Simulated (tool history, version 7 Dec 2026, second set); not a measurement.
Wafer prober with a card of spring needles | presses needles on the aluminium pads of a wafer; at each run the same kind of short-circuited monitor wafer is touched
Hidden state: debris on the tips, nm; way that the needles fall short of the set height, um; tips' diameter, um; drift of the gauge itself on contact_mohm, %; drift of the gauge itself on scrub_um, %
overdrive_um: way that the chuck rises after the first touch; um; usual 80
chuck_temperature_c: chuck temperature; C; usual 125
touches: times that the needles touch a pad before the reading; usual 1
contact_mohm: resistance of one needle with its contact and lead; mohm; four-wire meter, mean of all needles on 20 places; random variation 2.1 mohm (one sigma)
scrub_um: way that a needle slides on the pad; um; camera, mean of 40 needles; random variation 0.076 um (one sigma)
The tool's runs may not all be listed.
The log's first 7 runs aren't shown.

| run | hour | overdrive_um | chuck_temperature_c | touches | touches since the tips were cleaned | cleanings since the card got new needles | touches since the first contact's height was set | contact_mohm | scrub_um |
|---|---|---|---|---|---|---|---|---|---|
|  | 147.1 | tips cleaned on abrasive film |
| 8 | 151.3 | 80 | 59 | 1 | 1604 | 36 | 29713 | 210 | 16.07 |
|  | 163.3 | tips cleaned on abrasive film |
| 9 | 175.7 | 80 | 58 | 1 | 4796 | 37 | 39138 | 214 | 16.18 |
|  | 180.8 | tips cleaned on abrasive film |
|  | 196.6 | tips cleaned on abrasive film |
| 10 | 199.7 | 80 | 58 | 1 | 1186 | 39 | 48362 | 211 | 16.09 |
|  | 213.4 | tips cleaned on abrasive film |
| 11 | 214.2 | 80 | 125 | 2 | 302 | 40 | 53956 | 231 | 16.27 |
|  | 228.5 | tips cleaned on abrasive film |
| 12 | 230.3 | 80 | 125 | 2 | 707 | 41 | 60152 | 227 | 16.11 |
|  | 243.7 | tips cleaned on abrasive film |
|  | 259.4 | tips cleaned on abrasive film |
| 13 | 260.5 | 80 | 125 | 1 | 442 | 43 | 71776 | 228 | 16.00 |
|  | 276.1 | tips cleaned on abrasive film |
| 14 | 285.0 | 80 | 125 | 2 | 3454 | 44 | 81251 | 226 | 16.11 |
|  | 291.4 | tips cleaned on abrasive film |
|  | 307.3 | tips cleaned on abrasive film |
| 15 | 316.9 | 80 | 125 | 1 | 3726 | 46 | 93519 | 229 | 16.01 |
|  | 323.1 | tips cleaned on abrasive film |
|  | 339.7 | tips cleaned on abrasive film |
| 16 | 344.6 | 80 | 125 | 1 | 1893 | 48 | 104171 | 223 | 16.03 |
|  | 354.8 | tips cleaned on abrasive film |
| 17 | 363.0 | 84 | 125 | 2 | 3164 | 49 | 111270 | 224 | 16.79 |
|  | 371.5 | tips cleaned on abrasive film |
| 18 | 382.3 | 76 | 57 | 3 | 4205 | 50 | 118725 | 210 | 15.14 |
|  | 388.5 | tips cleaned on abrasive film |
| 19 | 397.4 | 61 | 125 | 3 | 3471 | 51 | 124529 | 234 | 12.21 |
|  | 405.7 | tips cleaned on abrasive film |
| 20 | 413.7 | 61 | 125 | 3 | 3115 | 52 | 130801 | 229 | 12.27 |

Run 21 comes next. What will it give?
|  | 422.6 | tips cleaned on abrasive film |
| 21 | 436.5 | 71 | 102 | 3 | 5395 | 53 | 139604 | ? | ? |

contact_mohm: 222 mohm
scrub_um: 14.30 um
Without the tool's hidden state the same run would have given contact_mohm 222 mohm, scrub_um 14.56 um.
